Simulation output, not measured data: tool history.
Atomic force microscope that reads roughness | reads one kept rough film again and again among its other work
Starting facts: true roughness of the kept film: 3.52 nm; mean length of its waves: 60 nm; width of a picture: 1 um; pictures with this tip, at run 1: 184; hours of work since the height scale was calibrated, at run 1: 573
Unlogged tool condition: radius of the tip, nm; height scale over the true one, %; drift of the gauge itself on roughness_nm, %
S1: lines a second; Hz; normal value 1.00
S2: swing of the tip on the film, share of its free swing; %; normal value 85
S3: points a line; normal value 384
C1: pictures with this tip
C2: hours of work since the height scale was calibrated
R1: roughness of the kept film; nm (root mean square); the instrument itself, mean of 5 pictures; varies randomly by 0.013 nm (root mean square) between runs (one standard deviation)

run   hour    S1  S2    S3   C1    C2     R1
  1    0.0  1.00  85   384  184   573  2.797
  2   13.3  1.00  85   384  211   583  2.810
  3   28.7  1.00  85   384  243   595  2.773
  4   37.9  1.00  85   384  261   602  2.739
  5   51.3  1.00  85   384  288   612  2.738
  6   62.4  1.00  85   384  310   621  2.726
  7   78.0  1.00  85   384  342   633  2.720
  8   88.9  1.00  85   384  364   642  2.712
      99.2  -- new tip fitted
  9  108.1  1.00  85   384   18   656  2.950
 10  125.9  2.27  85   384   54   670  2.524
 11  145.6  2.27  85   384   94   685  2.500
 12  154.3  2.27  85   384  111   692  2.504
 13  174.2  2.27  85   384  151   707  2.484
 14  189.7  2.27  85   384  183   719  2.462
 15  201.7  2.27  85   384  207   729  2.448
 16  216.9  2.27  85   384  238   740  2.422
 17  231.7  2.27  73   384  267   752  2.723
 18  250.9  1.00  86   384  306   767  2.722
 19  263.0  1.00  86   384  331   776  2.734
 20  281.5  1.91  86   384  368   791  2.416
     290.8  -- new tip fitted
 21  297.8  1.00  85   384   14   803  2.961
 22  319.1  1.00  85   384   57   819  2.905
 23  331.8  1.00  85   384   83   829  2.905
 24  343.0  1.00  85   384  105   838  2.888
 25  364.2  3.64  76   648  148   854  2.479
 26  384.6  3.64  76   648  189   870  2.422
 27  405.3  1.00  83   296  231   886  2.821
 28  423.6  1.00  57   984  268   900  3.062
 29  442.8  1.00  57   842  307   915  3.027
 30  463.7  1.00  57   842  349   931  2.969
     481.3  -- new tip fitted
 31  481.3  1.51  77   384    0   945  2.950
 32  492.4  1.51  77   384   22   953  2.920
 33  512.0  1.51  78   658   62   969  2.903
 34  528.7  3.78  65   326   95   982  2.794
 35  546.3  1.00  61   805  131   995  3.144
 36  565.3  1.00  61   805  169  1010  3.127
 37  585.6  1.32  89   805  210  1026  2.645
 38  599.2  1.32  89   805  238  1036  2.576
 39  614.0  1.00  85  1012  268  1048  2.768
 40  632.0  1.00  72   384  304  1062  2.929
 41  648.7  1.00  72   384  338  1075  2.905
 42  657.6  0.78  82   657  356  1082  2.829
     672.7  -- new tip fitted
 43  676.6  0.78  82   657    8  1096  3.080
 44  693.8  0.78  82   657   43  1109  3.037
 45  706.6  1.39  85   384   69  1119  2.789
 46  727.7  1.00  85   688  111  1135  2.882

The same runs without the tool's hidden state, with the same run-to-run variation:
run     R1
  1  2.961
  2  2.993
  3  2.976
  4  2.953
  5  2.970
  6  2.973
  7  2.990
  8  2.996
  9  2.978
 10  2.573
 11  2.572
 12  2.586
 13  2.593
 14  2.592
 15  2.591
 16  2.585
 17  2.925
 18  2.953
 19  2.983
 20  2.659
 21  2.994
 22  2.971
 23  2.989
 24  2.989
 25  2.593
 26  2.561
 27  3.012
 28  3.299
 29  3.292
 30  3.266
 31  2.976
 32  2.960
 33  2.975
 34  2.888
 35  3.276
 36  3.289
 37  2.810
 38  2.756
 39  2.983
 40  3.184
 41  3.182
 42  3.113
 43  3.109
 44  3.093
 45  2.858
 46  2.983
